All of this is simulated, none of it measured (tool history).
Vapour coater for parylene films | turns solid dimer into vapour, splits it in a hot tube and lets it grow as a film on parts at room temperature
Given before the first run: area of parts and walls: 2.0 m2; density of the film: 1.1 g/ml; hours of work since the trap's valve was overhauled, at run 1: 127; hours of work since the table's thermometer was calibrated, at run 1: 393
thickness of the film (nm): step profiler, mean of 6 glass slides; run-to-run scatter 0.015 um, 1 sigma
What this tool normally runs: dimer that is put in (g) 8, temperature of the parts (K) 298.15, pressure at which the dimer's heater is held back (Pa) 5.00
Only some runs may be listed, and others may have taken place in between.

run   hour  dimer that is put in (g)  temperature of the parts (K)  pressure at which the dimer's heater is held back (Pa)  hours of work since the trap's valve was overhauled  hours of work since the table's thermometer was calibrated  thickness of the film (nm)
  1    0.0                         8                        298.15                                                    5.00                                                  127                                                         393                        1890
  2   28.0                         8                        298.15                                                    5.00                                                  139                                                         405                        1870
  3   51.8                         8                        298.15                                                    5.00                                                  149                                                         415                        1890
  4   78.5                         8                        298.15                                                    5.00                                                  161                                                         426                        1900
  5   99.5                         8                        298.15                                                    5.00                                                  170                                                         435                        1900
  6  136.7                         8                        298.15                                                    5.00                                                  185                                                         451                        1870
  7  157.3                         6                        302.15                                                    2.33                                                  194                                                         460                        1380
  8  176.6                         6                        302.15                                                    2.33                                                  202                                                         468                        1360
  9  207.9                        10                        304.15                                                    3.11                                                  216                                                         481                        2080
 10  236.5                         7                        306.15                                                    2.59                                                  228                                                         493                        1390
 11  281.9                         7                        306.15                                                    2.59                                                  247                                                         513                        1400
 12  325.5                        13                        298.15                                                    5.00                                                  266                                                         531                        3060

5 options for the next run, each taken on its own from the tool as it stands now. Forecast them:
  A  369.2                        13                        298.15                                                    4.36                                                  284                                                         550                           ?
  B  369.2                         4                        310.15                                                    3.36                                                  284                                                         550                           ?
  C  369.2                         3                        308.15                                                    3.98                                                  284                                                         550                           ?
  D  369.2                         8                        298.15                                                   10.82                                                  284                                                         550                           ?
  E  369.2                         7                        302.15                                                    5.41                                                  284                                                         550                           ?

run  thickness of the film (nm)
  A                        3110
  B                         660
  C                         520
  D                        1710
  E                        1420
Had the tool no hidden state, the same runs would have come out as:
run  thickness of the film (nm)
  A                        3120
  B                         660
  C                         520
  D                        1710
  E                        1420
